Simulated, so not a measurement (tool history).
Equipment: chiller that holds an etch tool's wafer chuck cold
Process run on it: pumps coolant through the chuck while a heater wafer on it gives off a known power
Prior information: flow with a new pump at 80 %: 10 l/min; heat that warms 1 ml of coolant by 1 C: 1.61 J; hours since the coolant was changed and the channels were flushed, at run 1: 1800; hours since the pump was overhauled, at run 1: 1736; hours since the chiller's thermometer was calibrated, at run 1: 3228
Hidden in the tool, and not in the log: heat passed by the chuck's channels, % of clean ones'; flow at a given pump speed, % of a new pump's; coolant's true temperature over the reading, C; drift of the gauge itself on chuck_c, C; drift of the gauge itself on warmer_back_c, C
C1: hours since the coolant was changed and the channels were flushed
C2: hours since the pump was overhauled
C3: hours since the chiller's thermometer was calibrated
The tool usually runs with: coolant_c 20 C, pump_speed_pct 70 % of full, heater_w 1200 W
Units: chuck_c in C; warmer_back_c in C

run 1 hour=0.0 | coolant_c=20 pump_speed_pct=70 heater_w=1200 | C1=1800 C2=1736 C3=3228 | chuck_c=31.7 warmer_back_c=5.43
run 2 hour=41.2 | coolant_c=20 pump_speed_pct=70 heater_w=1200 | C1=1842 C2=1777 C3=3269 | chuck_c=31.7 warmer_back_c=5.47
run 3 hour=72.2 | coolant_c=20 pump_speed_pct=70 heater_w=1200 | C1=1873 C2=1808 C3=3300 | chuck_c=31.5 warmer_back_c=5.45
run 4 hour=99.2 | coolant_c=20 pump_speed_pct=70 heater_w=1200 | C1=1900 C2=1835 C3=3327 | chuck_c=31.6 warmer_back_c=5.46
run 5 hour=129.3 | coolant_c=11 pump_speed_pct=70 heater_w=1200 | C1=1930 C2=1866 C3=3357 | chuck_c=22.7 warmer_back_c=5.48
run 6 hour=161.8 | coolant_c=11 pump_speed_pct=70 heater_w=1200 | C1=1962 C2=1898 C3=3390 | chuck_c=22.4 warmer_back_c=5.47
run 7 hour=193.1 | coolant_c=11 pump_speed_pct=70 heater_w=1200 | C1=1993 C2=1929 C3=3421 | chuck_c=22.7 warmer_back_c=5.40
run 8 hour=229.5 | coolant_c=11 pump_speed_pct=70 heater_w=601 | C1=2030 C2=1966 C3=3457 | chuck_c=17.0 warmer_back_c=2.72
run 9 hour=278.5 | coolant_c=11 pump_speed_pct=70 heater_w=601 | C1=2079 C2=2015 C3=3506 | chuck_c=17.2 warmer_back_c=2.78
run 10 hour=330.7 | coolant_c=13 pump_speed_pct=70 heater_w=1200 | C1=2131 C2=2067 C3=3559 | chuck_c=24.8 warmer_back_c=5.44
run 11 hour=354.9 | coolant_c=15 pump_speed_pct=70 heater_w=1200 | C1=2155 C2=2091 C3=3583 | chuck_c=26.9 warmer_back_c=5.47
-- hour=359.1 chiller's thermometer calibrated
run 12 hour=390.1 | coolant_c=15 pump_speed_pct=70 heater_w=1200 | C1=2189 C2=2125 C3=31 | chuck_c=26.7 warmer_back_c=5.39
run 13 hour=428.0 | coolant_c=15 pump_speed_pct=70 heater_w=1200 | C1=2227 C2=2163 C3=69 | chuck_c=26.9 warmer_back_c=5.48
run 14 hour=480.4 | coolant_c=15 pump_speed_pct=70 heater_w=1200 | C1=2280 C2=2216 C3=121 | chuck_c=26.9 warmer_back_c=5.49
run 15 hour=506.1 | coolant_c=20 pump_speed_pct=70 heater_w=1200 | C1=2305 C2=2241 C3=147 | chuck_c=31.9 warmer_back_c=5.50
run 16 hour=531.1 | coolant_c=20 pump_speed_pct=70 heater_w=1200 | C1=2330 C2=2266 C3=172 | chuck_c=32.0 warmer_back_c=5.46
run 17 hour=553.3 | coolant_c=20 pump_speed_pct=70 heater_w=1200 | C1=2353 C2=2288 C3=194 | chuck_c=32.0 warmer_back_c=5.57
-- hour=569.0 chiller's thermometer calibrated, once more
run 18 hour=600.3 | coolant_c=10 pump_speed_pct=70 heater_w=1200 | C1=2399 C2=2334 C3=31 | chuck_c=21.2 warmer_back_c=5.56
run 19 hour=636.3 | coolant_c=10 pump_speed_pct=70 heater_w=1200 | C1=2435 C2=2371 C3=67 | chuck_c=21.3 warmer_back_c=5.55
run 20 hour=679.8 | coolant_c=10 pump_speed_pct=70 heater_w=1200 | C1=2478 C2=2414 C3=111 | chuck_c=21.3 warmer_back_c=5.47
run 21 hour=714.1 | coolant_c=22 pump_speed_pct=70 heater_w=736 | C1=2513 C2=2448 C3=145 | chuck_c=28.9 warmer_back_c=3.39
run 22 hour=748.4 | coolant_c=22 pump_speed_pct=70 heater_w=736 | C1=2547 C2=2483 C3=179 | chuck_c=28.9 warmer_back_c=3.42
run 23 hour=787.4 | coolant_c=27 pump_speed_pct=91 heater_w=635 | C1=2586 C2=2522 C3=218 | chuck_c=31.4 warmer_back_c=2.17
run 24 hour=839.1 | coolant_c=12 pump_speed_pct=75 heater_w=1672 | C1=2637 C2=2573 C3=270 | chuck_c=27.0 warmer_back_c=7.10
run 25 hour=862.2 | coolant_c=12 pump_speed_pct=75 heater_w=1672 | C1=2661 C2=2596 C3=293 | chuck_c=26.8 warmer_back_c=7.12
run 26 hour=887.2 | coolant_c=10 pump_speed_pct=75 heater_w=1672 | C1=2686 C2=2621 C3=318 | chuck_c=24.8 warmer_back_c=7.11
run 27 hour=922.2 | coolant_c=15 pump_speed_pct=67 heater_w=1768 | C1=2721 C2=2656 C3=353 | chuck_c=32.6 warmer_back_c=8.59
run 28 hour=954.1 | coolant_c=15 pump_speed_pct=72 heater_w=748 | C1=2752 C2=2688 C3=385 | chuck_c=22.0 warmer_back_c=3.33
run 29 hour=1007.2 | coolant_c=15 pump_speed_pct=79 heater_w=748 | C1=2806 C2=2741 C3=438 | chuck_c=21.3 warmer_back_c=3.03
run 30 hour=1040.2 | coolant_c=28 pump_speed_pct=74 heater_w=623 | C1=2839 C2=2774 C3=471 | chuck_c=33.6 warmer_back_c=2.79
run 31 hour=1085.4 | coolant_c=15 pump_speed_pct=86 heater_w=1200 | C1=2884 C2=2820 C3=516 | chuck_c=24.5 warmer_back_c=4.35
run 32 hour=1123.0 | coolant_c=15 pump_speed_pct=86 heater_w=1200 | C1=2921 C2=2857 C3=554 | chuck_c=24.4 warmer_back_c=4.37
run 33 hour=1157.2 | coolant_c=15 pump_speed_pct=86 heater_w=1200 | C1=2956 C2=2891 C3=588 | chuck_c=24.5 warmer_back_c=4.41

Predict each of these 3 candidate next runs independently; none follows another, all start after run 33:
run A hour=1200.0 | coolant_c=29 pump_speed_pct=70 heater_w=1200 | C1=2998 C2=2934 C3=631 | chuck_c=? warmer_back_c=?
run B hour=1200.0 | coolant_c=15 pump_speed_pct=78 heater_w=1200 | C1=2998 C2=2934 C3=631 | chuck_c=? warmer_back_c=?
run C hour=1200.0 | coolant_c=20 pump_speed_pct=86 heater_w=1200 | C1=2998 C2=2934 C3=631 | chuck_c=? warmer_back_c=?

run=A chuck_c=40.8 warmer_back_c=5.60
run=B chuck_c=25.2 warmer_back_c=4.91
run=C chuck_c=29.3 warmer_back_c=4.35
Without the tool's unlogged condition, the same runs would have read:
run=A chuck_c=39.6 warmer_back_c=5.24
run=B chuck_c=24.2 warmer_back_c=4.59
run=C chuck_c=28.4 warmer_back_c=4.07

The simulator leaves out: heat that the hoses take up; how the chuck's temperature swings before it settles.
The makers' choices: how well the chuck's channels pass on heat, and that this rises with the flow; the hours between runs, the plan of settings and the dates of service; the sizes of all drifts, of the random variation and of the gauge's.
